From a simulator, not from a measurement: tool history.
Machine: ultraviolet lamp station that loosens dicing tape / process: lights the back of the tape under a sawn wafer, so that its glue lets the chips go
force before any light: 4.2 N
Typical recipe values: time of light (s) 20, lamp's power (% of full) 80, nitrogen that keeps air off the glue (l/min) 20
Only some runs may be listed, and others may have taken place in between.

run   hour  time of light (s)  lamp's power (% of full)  nitrogen that keeps air off the glue (l/min)  force that peels the tape off (N)  light that reached the tape (mJ/cm2)
  1      0                 20                        80                                            20                              0.488                                   515
  2   18.5                 20                        80                                            20                              0.486                                   523
  3   38.5                 20                        80                                            20                              0.457                                   522
  4   51.2                 20                        80                                            20                              0.485                                   514
  5   78.4                 20                        80                                            20                              0.479                                   510
  6  101.4                 20                        80                                            20                              0.488                                   511
  7  128.7                 20                        80                                            20                              0.488                                   511
  8  148.5                 20                        80                                            20                              0.501                                   510
  9  160.6                 20                        80                                            17                              0.538                                   507
 10  186.7                 20                        80                                            20                              0.526                                   503
 11  200.9                 20                        80                                            20                              0.514                                   505
 12  216.2                 20                        80                                            20                              0.515                                   503
 13  238.9                 20                        80                                            14                              0.615                                   506
 14  262.4                 20                        80                                            14                              0.606                                   499
 15  277.7                 20                        80                                            20                              0.505                                   498
 16  301.8                 20                        80                                            20                              0.503                                   495
 17  324.5                 20                        80                                            20                              0.514                                   499
 18  344.5                 20                        80                                            18                              0.525                                   494
 19  367.2                 20                        80                                            20                              0.532                                   493
 20  378.9                 20                        80                                            20                              0.557                                   490
 21  400.8                 20                        80                                            20                              0.539                                   489
 22  429.4                 20                        80                                            20                              0.548                                   490
 23  453.3                 20                        80                                            20                              0.548                                   487
 24  470.3                 20                        79                                            20                              0.557                                   482
 25  483.4                 29                        98                                            26                              0.135                                   860
 26  501.2                 24                        60                                            20                              0.679                                   429
 27  516.9                 14                        80                                            31                              0.817                                   331
 28  533.7                 14                        80                                            31                              0.818                                   336
 29  562.4                 14                        80                                            31                              0.834                                   335
 30  589.5                 14                        80                                            31                              0.892                                   332
 31    616                 14                        80                                            20                              1.013                                   331
 32  633.5                 24                        99                                             8                              0.473                                   710
 33  651.1                 24                        99                                             8                              0.456                                   700
 34  667.3                 27                        67                                             8                              0.766                                   537
 35  685.3                 39                        96                                            25                              0.082                                  1103
 36    714                 29                        71                                            38                              0.245                                   598
 37  731.4                 39                        65                                            27                              0.191                                   739
 38  744.4                 20                        96                                            18                              0.427                                   556
 39    764                 40                        92                                            12                              0.135                                  1061
 40  777.7                 40                        92                                            12                              0.141                                  1075
 41  800.5                 36                        92                                            12                              0.177                                   961
 42  813.2                 36                        92                                            12                              0.182                                   957
 43  827.1                 20                        92                                            10                              0.683                                   533

Measured result minus the same run's result without the hidden state. Both carry the same run-to-run variation, though not necessarily the same gauge scatter:
What the log doesn't record here: lamp's light, % of a new lamp's; light that the window lets through, % of a clean one's; drift of the gauge itself on peel_n, %; drift of the gauge itself on dose_mj_cm2, %.
run  force that peels the tape off (N)  light that reached the tape (mJ/cm2)
  1                             +0.096                                   -58
  2                             +0.097                                   -59
  3                             +0.095                                   -61
  4                               +0.1                                   -61
  5                             +0.102                                   -64
  6                             +0.108                                   -65
  7                             +0.108                                   -68
  8                             +0.114                                   -69
  9                             +0.124                                   -69
 10                             +0.123                                   -72
 11                             +0.124                                   -73
 12                             +0.125                                   -74
 13                             +0.144                                   -76
 14                             +0.145                                   -77
 15                              +0.13                                   -78
 16                             +0.132                                   -80
 17                             +0.138                                   -82
 18                             +0.141                                   -84
 19                             +0.146                                   -85
 20                             +0.154                                   -86
 21                             +0.153                                   -87
 22                             +0.156                                   -89
 23                              +0.16                                   -92
 24                             +0.163                                   -92
 25                             +0.037                                  -165
 26                             +0.193                                   -85
 27                             +0.214                                   -66
 28                             +0.214                                   -68
 29                             +0.223                                   -70
 30                             +0.243                                   -70
 31                             +0.258                                   -72
 32                             +0.162                                  -156
 33                             +0.158                                  -155
 34                             +0.232                                  -121
 35                             +0.016                                  -253
 36                             +0.093                                  -140
 37                             +0.067                                  -176
 38                             +0.159                                  -134
 39                             +0.042                                  -259
 40                             +0.045                                  -263
 41                             +0.065                                  -240
 42                             +0.067                                  -243
 43                             +0.237                                  -135

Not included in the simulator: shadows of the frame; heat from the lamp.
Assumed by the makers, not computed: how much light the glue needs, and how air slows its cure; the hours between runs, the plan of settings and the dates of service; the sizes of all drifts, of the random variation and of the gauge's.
